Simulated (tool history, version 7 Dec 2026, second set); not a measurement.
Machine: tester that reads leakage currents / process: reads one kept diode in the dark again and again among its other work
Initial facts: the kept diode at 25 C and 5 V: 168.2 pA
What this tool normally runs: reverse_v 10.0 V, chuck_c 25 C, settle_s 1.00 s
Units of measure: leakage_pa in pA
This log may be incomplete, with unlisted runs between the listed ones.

run 1 hour=0.0 | reverse_v=10.0 chuck_c=25 settle_s=1.00 | leakage_pa=230.05
run 2 hour=138.6 | reverse_v=10.0 chuck_c=25 settle_s=1.00 | leakage_pa=234.01
run 3 hour=289.8 | reverse_v=10.0 chuck_c=25 settle_s=1.00 | leakage_pa=238.99
run 4 hour=414.1 | reverse_v=10.0 chuck_c=25 settle_s=1.98 | leakage_pa=239.83
run 5 hour=487.5 | reverse_v=10.0 chuck_c=25 settle_s=0.94 | leakage_pa=241.09
run 6 hour=617.6 | reverse_v=10.0 chuck_c=25 settle_s=1.00 | leakage_pa=244.02
run 7 hour=751.3 | reverse_v=10.0 chuck_c=25 settle_s=1.00 | leakage_pa=247.74
run 8 hour=827.4 | reverse_v=10.0 chuck_c=25 settle_s=1.88 | leakage_pa=250.27
run 9 hour=946.3 | reverse_v=10.0 chuck_c=25 settle_s=1.88 | leakage_pa=252.92
-- hour=1042.0 chuck's temperature calibrated
run 10 hour=1089.1 | reverse_v=10.0 chuck_c=25 settle_s=1.00 | leakage_pa=266.25
run 11 hour=1214.2 | reverse_v=10.0 chuck_c=25 settle_s=1.00 | leakage_pa=268.98
run 12 hour=1357.5 | reverse_v=10.0 chuck_c=25 settle_s=1.00 | leakage_pa=272.99
run 13 hour=1434.7 | reverse_v=10.0 chuck_c=25 settle_s=0.52 | leakage_pa=275.64
-- hour=1508.1 chuck's temperature calibrated, once more
run 14 hour=1586.4 | reverse_v=10.0 chuck_c=25 settle_s=1.00 | leakage_pa=226.16
-- hour=1617.4 probe card cleaned and baked
run 15 hour=1736.5 | reverse_v=10.0 chuck_c=25 settle_s=6.95 | leakage_pa=218.29
run 16 hour=1813.9 | reverse_v=13.7 chuck_c=25 settle_s=1.00 | leakage_pa=247.18
run 17 hour=1981.9 | reverse_v=10.0 chuck_c=25 settle_s=1.00 | leakage_pa=224.43
run 18 hour=2092.9 | reverse_v=7.3 chuck_c=25 settle_s=1.00 | leakage_pa=201.79
run 19 hour=2202.7 | reverse_v=7.3 chuck_c=25 settle_s=1.00 | leakage_pa=204.47
run 20 hour=2272.8 | reverse_v=7.3 chuck_c=25 settle_s=1.00 | leakage_pa=205.78
run 21 hour=2383.5 | reverse_v=8.0 chuck_c=25 settle_s=5.36 | leakage_pa=214.22
run 22 hour=2473.9 | reverse_v=14.7 chuck_c=49 settle_s=0.84 | leakage_pa=2308.14
run 23 hour=2568.8 | reverse_v=15.3 chuck_c=49 settle_s=0.84 | leakage_pa=2374.79
run 24 hour=2676.2 | reverse_v=2.6 chuck_c=25 settle_s=1.00 | leakage_pa=147.27
run 25 hour=2760.0 | reverse_v=2.6 chuck_c=25 settle_s=1.00 | leakage_pa=147.29
run 26 hour=2923.5 | reverse_v=2.6 chuck_c=25 settle_s=1.00 | leakage_pa=149.52
-- hour=3004.2 chuck's temperature calibrated
run 27 hour=3031.2 | reverse_v=2.6 chuck_c=25 settle_s=1.00 | leakage_pa=132.65
run 28 hour=3102.3 | reverse_v=2.6 chuck_c=25 settle_s=1.00 | leakage_pa=133.86
run 29 hour=3183.4 | reverse_v=2.1 chuck_c=24 settle_s=3.47 | leakage_pa=111.80
run 30 hour=3287.6 | reverse_v=1.8 chuck_c=50 settle_s=1.88 | leakage_pa=1113.55
run 31 hour=3424.3 | reverse_v=10.0 chuck_c=27 settle_s=6.45 | leakage_pa=273.54
run 32 hour=3492.6 | reverse_v=10.0 chuck_c=28 settle_s=1.00 | leakage_pa=303.29
run 33 hour=3655.8 | reverse_v=13.6 chuck_c=33 settle_s=0.91 | leakage_pa=548.67
run 34 hour=3789.5 | reverse_v=1.2 chuck_c=33 settle_s=0.33 | leakage_pa=226.59
run 35 hour=3953.4 | reverse_v=10.0 chuck_c=27 settle_s=0.66 | leakage_pa=288.19
run 36 hour=4028.7 | reverse_v=19.5 chuck_c=27 settle_s=6.57 | leakage_pa=374.51
run 37 hour=4156.9 | reverse_v=19.5 chuck_c=27 settle_s=6.57 | leakage_pa=378.07
run 38 hour=4242.0 | reverse_v=9.3 chuck_c=34 settle_s=6.57 | leakage_pa=544.50
run 39 hour=4334.6 | reverse_v=4.2 chuck_c=27 settle_s=5.14 | leakage_pa=215.67

Branching from run 39: 3 alternative next runs. What would each branch give?
run A hour=4466.9 | reverse_v=1.2 chuck_c=25 settle_s=1.00 | leakage_pa=?
run B hour=4466.9 | reverse_v=1.7 chuck_c=27 settle_s=0.43 | leakage_pa=?
run C hour=4466.9 | reverse_v=1.3 chuck_c=27 settle_s=7.83 | leakage_pa=?

run=A leakage_pa=113.95
run=B leakage_pa=156.08
run=C leakage_pa=141.48
Stripped of hidden state, with their random variation kept, the same runs would have yielded:
run=A leakage_pa=100.74
run=B leakage_pa=138.21
run=C leakage_pa=125.43

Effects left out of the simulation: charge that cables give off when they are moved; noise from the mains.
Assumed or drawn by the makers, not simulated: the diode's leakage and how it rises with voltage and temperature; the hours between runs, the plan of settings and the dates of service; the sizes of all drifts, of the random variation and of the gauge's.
